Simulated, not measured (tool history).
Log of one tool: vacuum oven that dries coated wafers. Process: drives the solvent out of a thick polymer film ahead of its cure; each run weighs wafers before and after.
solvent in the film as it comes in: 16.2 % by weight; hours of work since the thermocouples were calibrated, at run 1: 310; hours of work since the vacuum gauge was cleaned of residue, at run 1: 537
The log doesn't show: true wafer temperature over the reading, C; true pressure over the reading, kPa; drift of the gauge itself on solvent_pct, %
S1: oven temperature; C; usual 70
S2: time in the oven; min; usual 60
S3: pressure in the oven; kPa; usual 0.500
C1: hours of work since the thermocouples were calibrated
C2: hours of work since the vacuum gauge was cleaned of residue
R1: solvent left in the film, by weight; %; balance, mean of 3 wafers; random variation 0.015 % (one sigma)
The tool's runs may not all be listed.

| run | hour | S1 | S2 | S3 | C1 | C2 | R1 |
|---|---|---|---|---|---|---|---|
| 1 | 0.0 | 70 | 60 | 0.500 | 310 | 537 | 2.57 |
| 2 | 28.8 | 70 | 60 | 0.500 | 323 | 550 | 2.57 |
| 3 | 62.1 | 70 | 60 | 0.500 | 337 | 564 | 2.57 |
| 4 | 81.7 | 70 | 36 | 0.500 | 346 | 573 | 4.83 |
| 5 | 103.7 | 70 | 36 | 0.500 | 355 | 582 | 4.81 |
| 6 | 121.7 | 70 | 36 | 0.500 | 363 | 590 | 4.80 |
| 7 | 150.6 | 70 | 36 | 0.500 | 376 | 603 | 4.85 |
| 8 | 188.1 | 70 | 60 | 0.534 | 392 | 619 | 2.61 |
| 9 | 222.3 | 70 | 60 | 0.534 | 407 | 634 | 2.56 |
| 10 | 245.3 | 70 | 60 | 0.534 | 417 | 644 | 2.58 |
| 11 | 283.5 | 70 | 60 | 0.534 | 434 | 661 | 2.56 |
| 12 | 316.0 | 70 | 60 | 0.534 | 448 | 675 | 2.57 |
| 13 | 339.9 | 70 | 60 | 0.534 | 459 | 686 | 2.57 |
| 14 | 374.5 | 66 | 60 | 0.534 | 474 | 701 | 3.66 |
| 15 | 398.9 | 66 | 60 | 0.534 | 485 | 712 | 3.66 |
| 16 | 428.4 | 66 | 60 | 0.534 | 497 | 725 | 3.66 |
| 17 | 459.9 | 66 | 60 | 0.534 | 511 | 738 | 3.64 |
| 18 | 482.9 | 70 | 60 | 0.500 | 521 | 748 | 2.52 |
| 19 | 518.4 | 70 | 60 | 0.500 | 537 | 764 | 2.55 |
| 20 | 534.8 | 61 | 60 | 0.500 | 544 | 771 | 5.17 |
| 21 | 571.3 | 61 | 60 | 0.500 | 560 | 787 | 5.14 |
| 22 | 600.4 | 73 | 60 | 0.500 | 573 | 800 | 1.87 |
| 23 | 621.9 | 73 | 60 | 0.662 | 582 | 809 | 1.93 |
| 24 | 641.2 | 74 | 62 | 0.662 | 591 | 818 | 1.63 |
| 25 | 673.5 | 58 | 62 | 0.350 | 605 | 832 | 5.80 |
| 26 | 712.6 | 58 | 62 | 0.350 | 622 | 849 | 5.84 |
| 27 | 733.1 | 67 | 106 | 0.447 | 631 | 858 | 1.30 |
| 28 | 763.0 | 85 | 81 | 1.783 | 644 | 871 | 0.66 |
| 29 | 802.2 | 69 | 81 | 0.981 | 661 | 888 | 1.99 |
| 30 | 835.0 | 69 | 81 | 0.981 | 675 | 903 | 1.99 |
| 31 | 871.2 | 57 | 81 | 1.345 | 691 | 918 | 5.67 |
| 32 | 905.2 | 57 | 81 | 1.345 | 706 | 933 | 5.67 |
| 33 | 925.3 | 76 | 56 | 0.754 | 715 | 942 | 1.58 |
| 34 | 958.2 | 76 | 56 | 0.754 | 729 | 956 | 1.56 |
| 35 | 986.4 | 83 | 60 | 1.448 | 742 | 969 | 0.85 |
| 36 | 1007.8 | 83 | 60 | 1.448 | 751 | 978 | 0.84 |
| 37 | 1043.3 | 78 | 64 | 0.394 | 767 | 994 | 0.80 |
| 38 | 1070.9 | 79 | 41 | 0.288 | 779 | 1006 | 1.75 |
| 39 | 1086.9 | 70 | 60 | 0.310 | 786 | 1013 | 2.38 |
| 40 | 1116.4 | 70 | 87 | 1.074 | 799 | 1026 | 1.63 |
| 41 | 1148.7 | 84 | 57 | 0.927 | 813 | 1040 | 0.64 |
| 42 | 1175.9 | 84 | 57 | 0.927 | 825 | 1052 | 0.59 |
| 43 | 1211.3 | 84 | 45 | 0.843 | 840 | 1067 | 0.93 |

3 ways to go on from here, each from the tool as it stands after run 43. What would each give?
| A | 1247.4 | 62 | 45 | 0.397 | 856 | 1083 | ? |
| B | 1247.4 | 60 | 108 | 0.589 | 856 | 1083 | ? |
| C | 1247.4 | 83 | 45 | 0.658 | 856 | 1083 | ? |

| run | R1 |
|---|---|
| A | 6.06 |
| B | 2.86 |
| C | 0.98 |
Without the tool's hidden state the same runs would have given:
| run | R1 |
|---|---|
| A | 6.35 |
| B | 3.10 |
| C | 1.10 |
